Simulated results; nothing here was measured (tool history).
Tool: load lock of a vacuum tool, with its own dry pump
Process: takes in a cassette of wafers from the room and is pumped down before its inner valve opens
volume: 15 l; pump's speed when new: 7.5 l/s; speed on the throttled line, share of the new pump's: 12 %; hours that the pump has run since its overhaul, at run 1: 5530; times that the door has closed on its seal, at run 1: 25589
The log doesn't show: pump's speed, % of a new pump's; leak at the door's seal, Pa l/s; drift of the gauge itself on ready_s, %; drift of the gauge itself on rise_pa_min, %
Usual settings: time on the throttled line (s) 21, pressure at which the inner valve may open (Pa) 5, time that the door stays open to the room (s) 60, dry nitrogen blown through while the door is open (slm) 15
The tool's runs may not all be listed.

run    hour  time on the throttled line (s)  pressure at which the inner valve may open (Pa)  time that the door stays open to the room (s)  dry nitrogen blown through while the door is open (slm)  hours that the pump has run since its overhaul  times that the door has closed on its seal  incoming humidity of the room's air, %  time from the closed door until the inner valve may open (s)  rise of the pressure with all valves shut (Pa/min)
  1       0                              21                                                5                                             60                                                       15                                            5530                                       25589                                    41.7                                                          38.8                                               0.054
  2   145.3                              21                                                4                                             60                                                       15                                            5675                                       25961                                    44.7                                                          39.1                                               0.059
  3   295.9                              21                                                4                                             60                                                       15                                            5826                                       26348                                    41.4                                                            39                                               0.054
  4   556.8                              21                                                4                                             60                                                       15                                            6087                                       27017                                    44.5                                                          39.1                                               0.048
  5   708.7                              21                                                9                                             60                                                       15                                            6239                                       27406                                    43.4                                                          37.8                                               0.052
  6   903.5                              21                                                5                                             60                                                        7                                            6434                                       27906                                    47.1                                                          37.9                                               0.077
       1051  -- door's seal changed, seat wiped
  7  1158.7                              21                                                5                                             60                                                       15                                            6687                                         276                                    47.2                                                            39                                               0.057
  8  1392.4                              21                                                5                                             60                                                       15                                            6921                                         876                                      41                                                          38.4                                               0.054
  9  1566.2                              21                                                5                                             60                                                       15                                            7095                                        1322                                    44.3                                                          38.4                                               0.061
 10  1832.1                              21                                                5                                             60                                                       15                                            7361                                        2004                                    41.8                                                          38.4                                               0.049
 11  1970.4                              21                                                5                                             60                                                       15                                            7499                                        2358                                    45.1                                                          38.5                                               0.054
 12  2222.8                              21                                                5                                             60                                                       15                                            7751                                        3005                                    42.2                                                          38.3                                               0.051
 13  2495.9                              21                                                5                                             60                                                       15                                            8024                                        3706                                    44.9                                                          38.3                                                0.05
 14  2740.2                              21                                                5                                             60                                                       39                                            8269                                        4332                                    47.5                                                          39.3                                               0.035
 15  2934.1                              21                                                5                                             60                                                       11                                            8463                                        4830                                    42.3                                                          38.5                                               0.056
 16    3154                              21                                                5                                             40                                                       26                                            8683                                        5393                                    44.9                                                          38.5                                               0.041
 17  3336.8                              21                                                5                                             40                                                       26                                            8865                                        5862                                    43.1                                                          38.8                                               0.038
 18  3610.8                              30                                                5                                             89                                                       26                                            9139                                        6565                                    43.2                                                          45.7                                               0.048
 19  3766.4                              21                                                6                                             60                                                        5                                            9295                                        6964                                    45.2                                                            38                                               0.075
 20  3960.3                              21                                                6                                             60                                                        5                                            9489                                        7461                                    46.6                                                            39                                               0.079
 21  4226.6                              33                                                6                                             91                                                        5                                            9755                                        8144                                    45.5                                                          48.1                                               0.081
 22  4425.6                              12                                                5                                             31                                                       10                                            9954                                        8655                                      44                                                          30.6                                               0.051
 23  4614.7                              12                                                5                                             31                                                       10                                           10143                                        9140                                    43.2                                                          29.9                                               0.051
 24  4730.2                              12                                                8                                             31                                                       10                                           10259                                        9436                                    44.7                                                          30.2                                               0.054
 25  4954.7                              12                                                8                                             31                                                       10                                           10483                                       10012                                    46.1                                                          29.8                                               0.053
 26  5227.2                              12                                                8                                             44                                                       10                                           10756                                       10710                                    42.9                                                          29.2                                               0.056

Forecast each of these 3 alternatives for the next run:
  A  5360.9                              12                                                8                                             54                                                       10                                           10890                                       11053                                    45.6                                                             ?                                                   ?
  B  5360.9                              28                                                5                                             60                                                       21                                           10890                                       11053                                    44.2                                                             ?                                                   ?
  C  5360.9                              21                                                5                                             60                                                       18                                           10890                                       11053                                    45.8                                                             ?                                                   ?

run  time from the closed door until the inner valve may open (s)  rise of the pressure with all valves shut (Pa/min)
  A                                                          29.5                                               0.063
  B                                                          45.3                                               0.049
  C                                                          38.3                                               0.057
Without the tool's hidden state the same runs would have given:
run  time from the closed door until the inner valve may open (s)  rise of the pressure with all valves shut (Pa/min)
  A                                                          29.5                                               0.063
  B                                                          45.2                                               0.048
  C                                                          38.3                                               0.057
